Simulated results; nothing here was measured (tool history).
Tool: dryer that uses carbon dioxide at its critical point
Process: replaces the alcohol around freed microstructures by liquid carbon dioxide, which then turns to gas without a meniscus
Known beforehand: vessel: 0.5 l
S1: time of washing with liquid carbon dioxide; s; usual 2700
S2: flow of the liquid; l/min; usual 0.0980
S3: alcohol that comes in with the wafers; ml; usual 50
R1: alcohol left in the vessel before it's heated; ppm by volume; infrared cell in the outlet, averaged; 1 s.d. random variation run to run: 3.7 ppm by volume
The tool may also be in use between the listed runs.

{"run": 1, "hour": 0.0, "S1": 2700, "S2": 0.098, "S3": 50, "R1": 59}
{"run": 2, "hour": 21.8, "S1": 2700, "S2": 0.098, "S3": 27, "R1": 43}
{"run": 3, "hour": 39.0, "S1": 2700, "S2": 0.098, "S3": 27, "R1": 44}
{"run": 4, "hour": 59.1, "S1": 2700, "S2": 0.098, "S3": 27, "R1": 53}
{"run": 5, "hour": 81.7, "S1": 2700, "S2": 0.098, "S3": 27, "R1": 48}
{"run": 6, "hour": 95.6, "S1": 2700, "S2": 0.098, "S3": 31, "R1": 55}
{"run": 7, "hour": 116.3, "S1": 2760, "S2": 0.1266, "S3": 59, "R1": 29}
{"run": 8, "hour": 140.0, "S1": 2640, "S2": 0.0619, "S3": 70, "R1": 1568}
{"run": 9, "hour": 156.4, "S1": 2040, "S2": 0.098, "S3": 50, "R1": 390}
{"run": 10, "hour": 181.0, "S1": 1800, "S2": 0.0691, "S3": 68, "R1": 4517}
{"run": 11, "hour": 198.4, "S1": 2700, "S2": 0.0728, "S3": 69, "R1": 670}
{"run": 12, "hour": 217.9, "S1": 2700, "S2": 0.0728, "S3": 69, "R1": 712}

Each row is a separate what-if for the run after 12, all from the same tool condition, not one after another. Results?
{"hour": 226.6, "done": "inlet filter changed"}
{"run": "A", "hour": 239.8, "S1": 2700, "S2": 0.0867, "S3": 31, "R1": "?"}
{"hour": 226.6, "done": "inlet filter changed"}
{"run": "B", "hour": 239.8, "S1": 2700, "S2": 0.0727, "S3": 69, "R1": "?"}
{"hour": 226.6, "done": "inlet filter changed"}
{"run": "C", "hour": 239.8, "S1": 3480, "S2": 0.112, "S3": 24, "R1": "?"}
{"hour": 226.6, "done": "inlet filter changed"}
{"run": "D", "hour": 239.8, "S1": 2160, "S2": 0.098, "S3": 50, "R1": "?"}

run=A R1=71
run=B R1=367
run=C R1=32
run=D R1=165
What these runs would have given with no unlogged condition in the tool:
run=A R1=44
run=B R1=329
run=C R1=8
run=D R1=135
